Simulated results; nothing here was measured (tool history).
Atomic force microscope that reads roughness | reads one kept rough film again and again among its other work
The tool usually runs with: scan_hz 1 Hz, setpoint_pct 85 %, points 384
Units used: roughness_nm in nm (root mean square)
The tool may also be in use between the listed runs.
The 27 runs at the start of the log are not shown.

run	hour	scan_hz	setpoint_pct	points	roughness_nm
28	249	1.84	74	384	3.011
29	254.5	1.84	74	384	2.98
30	263.9	3.04	66	266	2.918
31	276.8	3.39	75	515	2.587
32	282.9	3.39	75	515	2.579
33	289.2	3.39	70	515	2.71
34	300.4	3.39	70	515	2.704
35	312.7	3.39	70	515	2.642
36	323.6	3.39	70	515	2.603
# hour 326.2: new tip fitted
37	335.4	3.07	85	384	2.46
38	348.8	1.09	58	384	3.373
39	357.4	1.09	89	735	2.937

Here are 5 independent what-if runs from the current tool condition. What would each one return?
A	366.4	1.09	63	334	?
B	366.4	2.75	85	620	?
C	366.4	1.09	66	309	?
D	366.4	1	85	733	?
E	366.4	1.84	89	735	?

run	roughness_nm
A	3.277
B	2.45
C	3.24
D	3.006
E	2.614
What these runs would have given with no unlogged condition in the tool:
run	roughness_nm
A	3.431
B	2.565
C	3.392
D	3.147
E	2.736

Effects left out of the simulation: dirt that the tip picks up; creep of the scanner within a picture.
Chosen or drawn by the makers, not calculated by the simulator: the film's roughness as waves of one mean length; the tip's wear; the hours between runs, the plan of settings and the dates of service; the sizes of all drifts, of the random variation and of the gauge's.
